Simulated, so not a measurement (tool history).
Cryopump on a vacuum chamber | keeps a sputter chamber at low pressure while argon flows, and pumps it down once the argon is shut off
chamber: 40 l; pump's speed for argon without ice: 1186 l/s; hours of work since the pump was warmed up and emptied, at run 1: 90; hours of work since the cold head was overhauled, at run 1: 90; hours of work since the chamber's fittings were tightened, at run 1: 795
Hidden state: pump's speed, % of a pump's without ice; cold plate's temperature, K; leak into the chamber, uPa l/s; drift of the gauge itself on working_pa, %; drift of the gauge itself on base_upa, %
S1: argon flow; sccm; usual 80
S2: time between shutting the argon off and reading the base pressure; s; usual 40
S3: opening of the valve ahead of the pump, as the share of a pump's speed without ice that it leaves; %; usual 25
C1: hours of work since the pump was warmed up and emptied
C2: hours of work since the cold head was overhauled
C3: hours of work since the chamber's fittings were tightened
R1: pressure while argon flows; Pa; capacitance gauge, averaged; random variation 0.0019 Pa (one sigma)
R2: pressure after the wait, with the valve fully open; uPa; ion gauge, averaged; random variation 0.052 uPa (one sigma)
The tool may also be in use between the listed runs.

| run | hour | S1 | S2 | S3 | C1 | C2 | C3 | R1 | R2 |
|---|---|---|---|---|---|---|---|---|---|
| 1 | 0.0 | 80 | 40 | 25 | 90 | 90 | 795 | 0.4603 | 4.83 |
| 2 | 25.0 | 80 | 44 | 25 | 105 | 105 | 810 | 0.4603 | 4.63 |
| 3 | 41.0 | 80 | 44 | 25 | 115 | 115 | 819 | 0.4566 | 4.68 |
| 4 | 64.7 | 80 | 44 | 25 | 129 | 129 | 834 | 0.4568 | 4.65 |
| 5 | 80.0 | 120 | 40 | 25 | 138 | 138 | 843 | 0.6916 | 4.78 |
| 6 | 107.7 | 120 | 40 | 25 | 155 | 155 | 860 | 0.6951 | 4.93 |
| 7 | 129.7 | 80 | 40 | 25 | 168 | 168 | 873 | 0.4629 | 5.12 |
| 8 | 149.0 | 80 | 40 | 25 | 180 | 180 | 885 | 0.4613 | 4.90 |
| 9 | 170.8 | 80 | 40 | 25 | 193 | 193 | 898 | 0.4633 | 5.21 |
| 10 | 193.3 | 80 | 40 | 25 | 207 | 207 | 911 | 0.4621 | 5.16 |
| 11 | 209.7 | 80 | 40 | 25 | 217 | 217 | 921 | 0.4646 | 4.93 |
| 12 | 222.0 | 80 | 40 | 25 | 224 | 224 | 929 | 0.4645 | 5.13 |
| 13 | 239.2 | 80 | 40 | 60 | 234 | 234 | 939 | 0.2014 | 5.30 |
| 14 | 265.9 | 106 | 40 | 25 | 250 | 250 | 955 | 0.6151 | 5.27 |
| 15 | 283.9 | 34 | 223 | 25 | 261 | 261 | 966 | 0.1966 | 2.76 |
| 16 | 306.6 | 34 | 223 | 25 | 275 | 275 | 979 | 0.1985 | 2.89 |
| 17 | 323.5 | 99 | 40 | 21 | 285 | 285 | 990 | 0.6855 | 5.33 |
| 18 | 336.6 | 80 | 40 | 43 | 293 | 293 | 998 | 0.2754 | 5.37 |
| 19 | 366.2 | 95 | 44 | 43 | 311 | 311 | 1015 | 0.3284 | 5.03 |
| 20 | 389.7 | 68 | 44 | 23 | 325 | 325 | 1030 | 0.4322 | 5.20 |
| 21 | 415.2 | 68 | 44 | 40 | 340 | 340 | 1045 | 0.2526 | 5.36 |
| 22 | 435.3 | 68 | 44 | 40 | 353 | 353 | 1057 | 0.2522 | 5.12 |

Forecast run 23:
| 23 | 462.6 | 154 | 44 | 42 | 369 | 369 | 1074 | ? | ? |

{"run 23": {"R1": 0.5503, "R2": 5.22}}
Without the tool's hidden state the same run would have given R1 0.5232 Pa, R2 2.90 uPa.

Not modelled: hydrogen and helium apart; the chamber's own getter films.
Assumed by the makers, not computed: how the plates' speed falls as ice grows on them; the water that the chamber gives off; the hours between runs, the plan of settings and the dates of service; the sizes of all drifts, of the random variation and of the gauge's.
